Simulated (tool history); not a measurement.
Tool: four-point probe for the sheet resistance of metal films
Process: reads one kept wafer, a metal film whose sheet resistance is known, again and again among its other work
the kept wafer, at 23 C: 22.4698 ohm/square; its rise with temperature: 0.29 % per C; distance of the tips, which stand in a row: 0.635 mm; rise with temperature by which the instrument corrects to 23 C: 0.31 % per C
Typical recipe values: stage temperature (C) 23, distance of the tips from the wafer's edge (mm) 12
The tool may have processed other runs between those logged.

| run | hour | stage temperature (C) | distance of the tips from the wafer's edge (mm) | sheet resistance as the instrument gives it (ohm/square) |
|---|---|---|---|---|
| 1 | 0 | 23 | 12 | 22.669796 |
| 2 | 74.1 | 23 | 7 | 22.732922 |
| 3 | 170.1 | 18 | 12 | 22.703866 |
| 4 | 218 | 18 | 12 | 22.706165 |
| 5 | 303.3 | 18 | 12 | 22.709567 |
| 6 | 362.5 | 18 | 12 | 22.721488 |
| 7 | 420.3 | 18 | 12 | 22.714573 |
| 8 | 494.5 | 32 | 12 | 22.649721 |
| 9 | 602.2 | 32 | 4 | 22.928156 |
| 10 | 648.5 | 32 | 20 | 22.651592 |
| 11 | 744.8 | 32 | 20 | 22.648774 |
| 12 | 802.6 | 32 | 20 | 22.652678 |
|  | 808.5 | stage's thermometer calibrated |
| 13 | 901.5 | 32 | 20 | 22.661306 |
| 14 | 995.4 | 23 | 12 | 22.722409 |
| 15 | 1101.4 | 23 | 12 | 22.733691 |
|  | 1154.8 | stage's thermometer calibrated, once more |
| 16 | 1193.6 | 18 | 18 | 22.762514 |
|  | 1265.2 | new probe head fitted |
| 17 | 1270.1 | 22 | 63 | 22.523797 |
| 18 | 1321.5 | 23 | 49 | 22.527747 |
| 19 | 1373 | 23 | 49 | 22.543153 |
| 20 | 1466.1 | 23 | 14 | 22.550601 |
| 21 | 1547.8 | 19 | 67 | 22.559377 |
| 22 | 1592.6 | 19 | 30 | 22.574061 |
| 23 | 1689.7 | 35 | 3 | 23.030775 |
| 24 | 1743 | 20 | 4 | 22.868685 |
| 25 | 1786.8 | 25 | 4 | 22.850257 |
| 26 | 1852.1 | 21 | 7 | 22.667638 |
| 27 | 1908.6 | 19 | 65 | 22.59529 |
| 28 | 1953.6 | 19 | 65 | 22.591879 |

Below are 3 alternative next runs, each starting from the tool's condition after run 28. Predict each:
| A | 2000.8 | 19 | 12 | ? |
| B | 2000.8 | 19 | 33 | ? |
| C | 2000.8 | 19 | 46 | ? |

| run | sheet resistance as the instrument gives it (ohm/square) |
|---|---|
| A | 22.630351 |
| B | 22.592519 |
| C | 22.584549 |
Stripped of hidden state, with their random variation kept, the same runs would have yielded:
| run | sheet resistance as the instrument gives it (ohm/square) |
|---|---|
| A | 22.528144 |
| B | 22.490472 |
| C | 22.482538 |
